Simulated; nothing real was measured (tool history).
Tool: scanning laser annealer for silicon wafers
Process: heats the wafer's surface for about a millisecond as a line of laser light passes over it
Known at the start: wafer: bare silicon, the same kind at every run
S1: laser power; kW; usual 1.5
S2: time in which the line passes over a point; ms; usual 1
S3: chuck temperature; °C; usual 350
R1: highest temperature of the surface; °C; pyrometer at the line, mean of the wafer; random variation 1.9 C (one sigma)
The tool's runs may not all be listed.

{"run": 1, "hour": 0.0, "S1": 1.5, "S2": 1, "S3": 350, "R1": 1197}
{"run": 2, "hour": 56.4, "S1": 1.5, "S2": 1, "S3": 350, "R1": 1193}
{"run": 3, "hour": 100.8, "S1": 1.5, "S2": 1, "S3": 350, "R1": 1194}
{"run": 4, "hour": 137.6, "S1": 1.5, "S2": 1, "S3": 350, "R1": 1188}
{"run": 5, "hour": 172.2, "S1": 1.5, "S2": 1, "S3": 350, "R1": 1188}
{"run": 6, "hour": 231.9, "S1": 1.5, "S2": 1, "S3": 350, "R1": 1183}
{"run": 7, "hour": 288.7, "S1": 1.5, "S2": 1, "S3": 350, "R1": 1183}
{"run": 8, "hour": 328.8, "S1": 1.635, "S2": 1, "S3": 350, "R1": 1273}
{"run": 9, "hour": 394.7, "S1": 1.454, "S2": 1, "S3": 350, "R1": 1151}
{"run": 10, "hour": 432.0, "S1": 1.454, "S2": 1, "S3": 350, "R1": 1147}
{"run": 11, "hour": 462.4, "S1": 1.454, "S2": 1, "S3": 350, "R1": 1144}
{"run": 12, "hour": 519.8, "S1": 1.48, "S2": 1, "S3": 350, "R1": 1163}
{"run": 13, "hour": 567.8, "S1": 1.5, "S2": 1, "S3": 350, "R1": 1173}
{"run": 14, "hour": 596.8, "S1": 1.5, "S2": 1, "S3": 350, "R1": 1172}
{"hour": 626.9, "done": "window over the wafer cleaned"}
{"run": 15, "hour": 649.7, "S1": 1.5, "S2": 1, "S3": 350, "R1": 1166}
{"run": 16, "hour": 683.7, "S1": 1.5, "S2": 1, "S3": 350, "R1": 1163}
{"run": 17, "hour": 728.1, "S1": 1.5, "S2": 1, "S3": 377, "R1": 1190}
{"run": 18, "hour": 776.2, "S1": 1.5, "S2": 1, "S3": 344, "R1": 1148}
{"run": 19, "hour": 815.5, "S1": 1.415, "S2": 1, "S3": 350, "R1": 1104}
{"run": 20, "hour": 863.5, "S1": 1.415, "S2": 1, "S3": 350, "R1": 1098}
{"run": 21, "hour": 902.8, "S1": 1.415, "S2": 1, "S3": 350, "R1": 1100}
{"run": 22, "hour": 953.7, "S1": 1.3, "S2": 0.85, "S3": 365, "R1": 999}
{"run": 23, "hour": 1018.6, "S1": 1.623, "S2": 0.79, "S3": 358, "R1": 1155}
{"hour": 1024.3, "done": "window over the wafer cleaned, once more"}
{"run": 24, "hour": 1068.3, "S1": 1.553, "S2": 0.71, "S3": 379, "R1": 1122}
{"run": 25, "hour": 1123.0, "S1": 1.282, "S2": 0.97, "S3": 350, "R1": 1026}
{"run": 26, "hour": 1157.2, "S1": 1.284, "S2": 1, "S3": 350, "R1": 1033}
{"run": 27, "hour": 1194.4, "S1": 1.299, "S2": 1, "S3": 350, "R1": 1045}
{"run": 28, "hour": 1230.5, "S1": 1.579, "S2": 0.88, "S3": 372, "R1": 1196}
{"run": 29, "hour": 1285.7, "S1": 1.579, "S2": 0.84, "S3": 325, "R1": 1135}
{"run": 30, "hour": 1334.3, "S1": 1.458, "S2": 0.71, "S3": 350, "R1": 1034}
{"hour": 1350.0, "done": "optics aligned, line set to its width"}
{"run": 31, "hour": 1387.7, "S1": 1.505, "S2": 0.75, "S3": 367, "R1": 1117}
{"run": 32, "hour": 1439.1, "S1": 1.423, "S2": 0.76, "S3": 336, "R1": 1036}
{"run": 33, "hour": 1480.3, "S1": 1.423, "S2": 0.76, "S3": 336, "R1": 1042}
{"run": 34, "hour": 1514.6, "S1": 1.531, "S2": 0.87, "S3": 354, "R1": 1166}
{"run": 35, "hour": 1571.0, "S1": 1.531, "S2": 0.87, "S3": 354, "R1": 1161}
{"run": 36, "hour": 1617.9, "S1": 1.525, "S2": 0.97, "S3": 322, "R1": 1161}
{"run": 37, "hour": 1661.3, "S1": 1.525, "S2": 0.97, "S3": 322, "R1": 1161}
{"run": 38, "hour": 1723.2, "S1": 1.525, "S2": 0.97, "S3": 322, "R1": 1158}
{"run": 39, "hour": 1759.0, "S1": 1.393, "S2": 1.12, "S3": 326, "R1": 1122}
{"hour": 1813.5, "done": "window over the wafer cleaned"}
{"run": 40, "hour": 1821.1, "S1": 1.393, "S2": 1.12, "S3": 326, "R1": 1136}
{"run": 41, "hour": 1878.3, "S1": 1.337, "S2": 1.25, "S3": 350, "R1": 1157}
{"run": 42, "hour": 1939.8, "S1": 1.337, "S2": 1.15, "S3": 350, "R1": 1127}

Hidden state or all else? Some run-to-run changes of R1, split into what the settings, what came in and random variation would give without the hidden state, and what is left for the hidden state (with any gauge scatter that isn't in both results):
The hidden state here: light that passes the window, % of a clean one's; laser's true power over the reading, %; width of the line over the set one, %; drift of the gauge itself on peak_c, C.
Run 22 -> 23: S1 1.3 -> 1.623, S2 0.85 -> 0.79, S3 365 -> 358. R1 +156 °C: hidden state -12, all else +168.
Run 23 -> 24: S1 1.623 -> 1.553, S2 0.79 -> 0.71, S3 358 -> 379, window over the wafer cleaned, once more. R1 -33 °C: hidden state +29, all else -62.
Run 27 -> 28: S1 1.299 -> 1.579, S2 1 -> 0.88, S3 350 -> 372. R1 +151 °C: hidden state -5, all else +156.
Run 30 -> 31: S1 1.458 -> 1.505, S2 0.71 -> 0.75, S3 350 -> 367, optics aligned, line set to its width. R1 +83 °C: hidden state +22, all else +61.
Run 33 -> 34: S1 1.423 -> 1.531, S2 0.76 -> 0.87, S3 336 -> 354. R1 +124 °C: hidden state -3, all else +127.
Run 39 -> 40: window over the wafer cleaned. R1 +14 °C: hidden state +17, all else -3.

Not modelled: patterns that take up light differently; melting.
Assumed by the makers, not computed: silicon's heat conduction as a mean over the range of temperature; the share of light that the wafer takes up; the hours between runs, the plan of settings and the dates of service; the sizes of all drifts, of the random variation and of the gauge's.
